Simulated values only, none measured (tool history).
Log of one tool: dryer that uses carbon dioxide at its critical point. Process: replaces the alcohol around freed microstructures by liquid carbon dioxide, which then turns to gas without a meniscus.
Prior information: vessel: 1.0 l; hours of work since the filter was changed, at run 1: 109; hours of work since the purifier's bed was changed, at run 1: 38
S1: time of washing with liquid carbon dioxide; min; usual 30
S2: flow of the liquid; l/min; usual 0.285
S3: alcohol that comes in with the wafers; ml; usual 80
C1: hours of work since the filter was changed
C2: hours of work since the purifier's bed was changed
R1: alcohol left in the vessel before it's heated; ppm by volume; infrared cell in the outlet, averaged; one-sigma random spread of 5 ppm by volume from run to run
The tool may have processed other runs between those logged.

run 1 hour=0.0 | S1=30 S2=0.285 S3=80 | C1=109 C2=38 | R1=51
run 2 hour=5.5 | S1=30 S2=0.285 S3=80 | C1=112 C2=41 | R1=57
run 3 hour=15.5 | S1=30 S2=0.285 S3=82 | C1=116 C2=45 | R1=53
run 4 hour=20.7 | S1=30 S2=0.427 S3=80 | C1=118 C2=48 | R1=26
run 5 hour=26.1 | S1=30 S2=0.285 S3=24 | C1=121 C2=50 | R1=38
run 6 hour=35.8 | S1=30 S2=0.285 S3=80 | C1=125 C2=54 | R1=50
run 7 hour=44.6 | S1=30 S2=0.285 S3=80 | C1=129 C2=58 | R1=60
run 8 hour=49.2 | S1=30 S2=0.285 S3=80 | C1=131 C2=60 | R1=48
run 9 hour=58.9 | S1=30 S2=0.285 S3=80 | C1=135 C2=65 | R1=63
run 10 hour=63.2 | S1=30 S2=0.285 S3=80 | C1=137 C2=66 | R1=61
run 11 hour=68.1 | S1=30 S2=0.285 S3=80 | C1=139 C2=69 | R1=63
run 12 hour=77.8 | S1=30 S2=0.285 S3=38 | C1=144 C2=73 | R1=49
run 13 hour=85.9 | S1=30 S2=0.285 S3=38 | C1=147 C2=77 | R1=39
run 14 hour=94.2 | S1=30 S2=0.285 S3=80 | C1=151 C2=80 | R1=62
run 15 hour=100.9 | S1=30 S2=0.256 S3=101 | C1=154 C2=83 | R1=133
run 16 hour=106.5 | S1=27 S2=0.276 S3=101 | C1=157 C2=86 | R1=163
run 17 hour=113.3 | S1=27 S2=0.276 S3=101 | C1=160 C2=89 | R1=169
run 18 hour=118.7 | S1=20 S2=0.476 S3=80 | C1=162 C2=91 | R1=44
run 19 hour=125.0 | S1=30 S2=0.326 S3=28 | C1=165 C2=94 | R1=35
run 20 hour=133.0 | S1=30 S2=0.326 S3=28 | C1=168 C2=98 | R1=29
run 21 hour=138.3 | S1=35 S2=0.212 S3=80 | C1=171 C2=100 | R1=148
run 22 hour=145.2 | S1=35 S2=0.212 S3=80 | C1=174 C2=103 | R1=150
run 23 hour=149.6 | S1=44 S2=0.463 S3=39 | C1=176 C2=105 | R1=37
run 24 hour=158.0 | S1=44 S2=0.463 S3=46 | C1=179 C2=109 | R1=23
run 25 hour=166.5 | S1=44 S2=0.463 S3=46 | C1=183 C2=112 | R1=40
run 26 hour=175.6 | S1=34 S2=0.463 S3=46 | C1=187 C2=116 | R1=41
run 27 hour=183.1 | S1=27 S2=0.187 S3=46 | C1=191 C2=120 | R1=614

Consider 5 possible next runs. They are alternatives, not a sequence: every one starts from the tool as it was left by run 27. What does each give?
run A hour=190.3 | S1=27 S2=0.187 S3=114 | C1=194 C2=123 | R1=?
run B hour=190.3 | S1=27 S2=0.285 S3=80 | C1=194 C2=123 | R1=?
run C hour=190.3 | S1=23 S2=0.285 S3=37 | C1=194 C2=123 | R1=?
run D hour=190.3 | S1=27 S2=0.299 S3=117 | C1=194 C2=123 | R1=?
run E hour=190.3 | S1=37 S2=0.385 S3=46 | C1=194 C2=123 | R1=?

run=A R1=1411
run=B R1=134
run=C R1=146
run=D R1=137
run=E R1=46
Stripped of hidden state, with their random variation kept, the same runs would have yielded:
run=A R1=1055
run=B R1=70
run=C R1=78
run=D R1=69
run=E R1=11

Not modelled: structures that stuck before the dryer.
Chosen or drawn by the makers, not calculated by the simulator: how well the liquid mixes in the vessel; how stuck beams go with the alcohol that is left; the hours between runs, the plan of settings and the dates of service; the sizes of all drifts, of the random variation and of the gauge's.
